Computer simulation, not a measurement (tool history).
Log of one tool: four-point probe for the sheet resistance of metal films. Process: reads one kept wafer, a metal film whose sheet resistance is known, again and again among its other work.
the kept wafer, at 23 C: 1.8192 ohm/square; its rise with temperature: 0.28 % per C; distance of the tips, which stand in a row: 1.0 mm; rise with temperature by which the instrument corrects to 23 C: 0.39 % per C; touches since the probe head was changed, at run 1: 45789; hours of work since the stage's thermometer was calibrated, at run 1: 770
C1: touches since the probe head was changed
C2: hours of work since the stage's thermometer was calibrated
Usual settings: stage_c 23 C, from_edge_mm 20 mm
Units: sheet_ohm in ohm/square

{"run": 1, "hour": 0.0, "stage_c": 23, "from_edge_mm": 20, "C1": 45789, "C2": 770, "sheet_ohm": 1.821467}
{"run": 2, "hour": 20.1, "stage_c": 23, "from_edge_mm": 20, "C1": 46549, "C2": 784, "sheet_ohm": 1.82182}
{"run": 3, "hour": 52.5, "stage_c": 23, "from_edge_mm": 3, "C1": 47776, "C2": 808, "sheet_ohm": 1.921657}
{"run": 4, "hour": 75.8, "stage_c": 23, "from_edge_mm": 3, "C1": 48657, "C2": 824, "sheet_ohm": 1.920783}
{"run": 5, "hour": 111.5, "stage_c": 23, "from_edge_mm": 20, "C1": 50011, "C2": 850, "sheet_ohm": 1.821525}
{"run": 6, "hour": 132.8, "stage_c": 23, "from_edge_mm": 43, "C1": 50817, "C2": 865, "sheet_ohm": 1.819395}
{"run": 7, "hour": 164.1, "stage_c": 23, "from_edge_mm": 20, "C1": 52002, "C2": 887, "sheet_ohm": 1.821516}
{"run": 8, "hour": 193.4, "stage_c": 23, "from_edge_mm": 17, "C1": 53110, "C2": 908, "sheet_ohm": 1.822583}
{"run": 9, "hour": 219.5, "stage_c": 23, "from_edge_mm": 20, "C1": 54098, "C2": 927, "sheet_ohm": 1.82164}
{"run": 10, "hour": 235.5, "stage_c": 23, "from_edge_mm": 20, "C1": 54703, "C2": 939, "sheet_ohm": 1.821423}
{"run": 11, "hour": 263.3, "stage_c": 26, "from_edge_mm": 20, "C1": 55755, "C2": 958, "sheet_ohm": 1.814865}
{"run": 12, "hour": 288.0, "stage_c": 26, "from_edge_mm": 20, "C1": 56694, "C2": 976, "sheet_ohm": 1.81576}
{"run": 13, "hour": 314.6, "stage_c": 26, "from_edge_mm": 20, "C1": 57700, "C2": 995, "sheet_ohm": 1.815089}
{"run": 14, "hour": 348.9, "stage_c": 26, "from_edge_mm": 20, "C1": 58997, "C2": 1020, "sheet_ohm": 1.816441}
{"run": 15, "hour": 385.4, "stage_c": 26, "from_edge_mm": 20, "C1": 60379, "C2": 1046, "sheet_ohm": 1.815161}
{"run": 16, "hour": 423.1, "stage_c": 23, "from_edge_mm": 44, "C1": 61809, "C2": 1073, "sheet_ohm": 1.819294}
{"run": 17, "hour": 459.8, "stage_c": 23, "from_edge_mm": 44, "C1": 63198, "C2": 1099, "sheet_ohm": 1.819778}
{"run": 18, "hour": 488.8, "stage_c": 23, "from_edge_mm": 44, "C1": 64294, "C2": 1120, "sheet_ohm": 1.819583}
{"run": 19, "hour": 518.7, "stage_c": 23, "from_edge_mm": 44, "C1": 65426, "C2": 1141, "sheet_ohm": 1.819529}
{"run": 20, "hour": 546.9, "stage_c": 23, "from_edge_mm": 44, "C1": 66494, "C2": 1162, "sheet_ohm": 1.82004}
{"run": 21, "hour": 564.2, "stage_c": 23, "from_edge_mm": 44, "C1": 67149, "C2": 1174, "sheet_ohm": 1.820043}
{"run": 22, "hour": 585.6, "stage_c": 30, "from_edge_mm": 20, "C1": 67960, "C2": 1189, "sheet_ohm": 1.808152}
{"run": 23, "hour": 608.7, "stage_c": 18, "from_edge_mm": 20, "C1": 68833, "C2": 1206, "sheet_ohm": 1.832153}
{"run": 24, "hour": 634.5, "stage_c": 26, "from_edge_mm": 8, "C1": 69813, "C2": 1224, "sheet_ohm": 1.828502}
{"run": 25, "hour": 668.0, "stage_c": 26, "from_edge_mm": 8, "C1": 71079, "C2": 1248, "sheet_ohm": 1.828422}
{"run": 26, "hour": 683.9, "stage_c": 25, "from_edge_mm": 36, "C1": 71681, "C2": 1260, "sheet_ohm": 1.815566}
{"run": 27, "hour": 722.1, "stage_c": 28, "from_edge_mm": 61, "C1": 73126, "C2": 1287, "sheet_ohm": 1.809088}
{"run": 28, "hour": 746.7, "stage_c": 23, "from_edge_mm": 6, "C1": 74059, "C2": 1305, "sheet_ohm": 1.846261}
{"run": 29, "hour": 766.1, "stage_c": 23, "from_edge_mm": 6, "C1": 74793, "C2": 1319, "sheet_ohm": 1.84571}
{"run": 30, "hour": 802.2, "stage_c": 20, "from_edge_mm": 41, "C1": 76159, "C2": 1345, "sheet_ohm": 1.825792}
{"hour": 830.7, "done": "stage's thermometer calibrated"}
{"run": 31, "hour": 839.8, "stage_c": 22, "from_edge_mm": 61, "C1": 77567, "C2": 7, "sheet_ohm": 1.82102}
{"run": 32, "hour": 868.9, "stage_c": 22, "from_edge_mm": 61, "C1": 78667, "C2": 27, "sheet_ohm": 1.821266}
{"run": 33, "hour": 896.1, "stage_c": 22, "from_edge_mm": 61, "C1": 79697, "C2": 47, "sheet_ohm": 1.821517}
{"run": 34, "hour": 917.3, "stage_c": 31, "from_edge_mm": 23, "C1": 80499, "C2": 62, "sheet_ohm": 1.80437}
{"run": 35, "hour": 956.5, "stage_c": 28, "from_edge_mm": 3, "C1": 81982, "C2": 90, "sheet_ohm": 1.910238}
{"run": 36, "hour": 982.8, "stage_c": 28, "from_edge_mm": 3, "C1": 82980, "C2": 109, "sheet_ohm": 1.910512}
{"run": 37, "hour": 1006.8, "stage_c": 33, "from_edge_mm": 20, "C1": 83890, "C2": 126, "sheet_ohm": 1.801361}
{"run": 38, "hour": 1026.4, "stage_c": 19, "from_edge_mm": 17, "C1": 84630, "C2": 140, "sheet_ohm": 1.830296}
{"run": 39, "hour": 1045.4, "stage_c": 23, "from_edge_mm": 45, "C1": 85350, "C2": 154, "sheet_ohm": 1.819137}
{"run": 40, "hour": 1067.3, "stage_c": 23, "from_edge_mm": 45, "C1": 86180, "C2": 169, "sheet_ohm": 1.819513}
{"run": 41, "hour": 1097.6, "stage_c": 21, "from_edge_mm": 6, "C1": 87324, "C2": 191, "sheet_ohm": 1.849145}
{"run": 42, "hour": 1129.5, "stage_c": 21, "from_edge_mm": 18, "C1": 88535, "C2": 214, "sheet_ohm": 1.826167}
{"run": 43, "hour": 1161.9, "stage_c": 32, "from_edge_mm": 58, "C1": 89762, "C2": 237, "sheet_ohm": 1.801139}
{"run": 44, "hour": 1189.4, "stage_c": 26, "from_edge_mm": 5, "C1": 90802, "C2": 257, "sheet_ohm": 1.85139}
{"run": 45, "hour": 1224.2, "stage_c": 31, "from_edge_mm": 66, "C1": 92120, "C2": 282, "sheet_ohm": 1.803967}
{"run": 46, "hour": 1247.1, "stage_c": 31, "from_edge_mm": 66, "C1": 92988, "C2": 298, "sheet_ohm": 1.802653}

Hidden state at the last listed run before each entry between runs and at the first one after, where it differs:
Between runs 30 and 31: stage's thermometer calibrated (hour 830.7)
  inner tips' distance over the nominal, %: -0.012 -> -0.013; tips' flats over new ones', %: 0 -> 1; wafer's true temperature over the reading, C: 0.01 -> 0

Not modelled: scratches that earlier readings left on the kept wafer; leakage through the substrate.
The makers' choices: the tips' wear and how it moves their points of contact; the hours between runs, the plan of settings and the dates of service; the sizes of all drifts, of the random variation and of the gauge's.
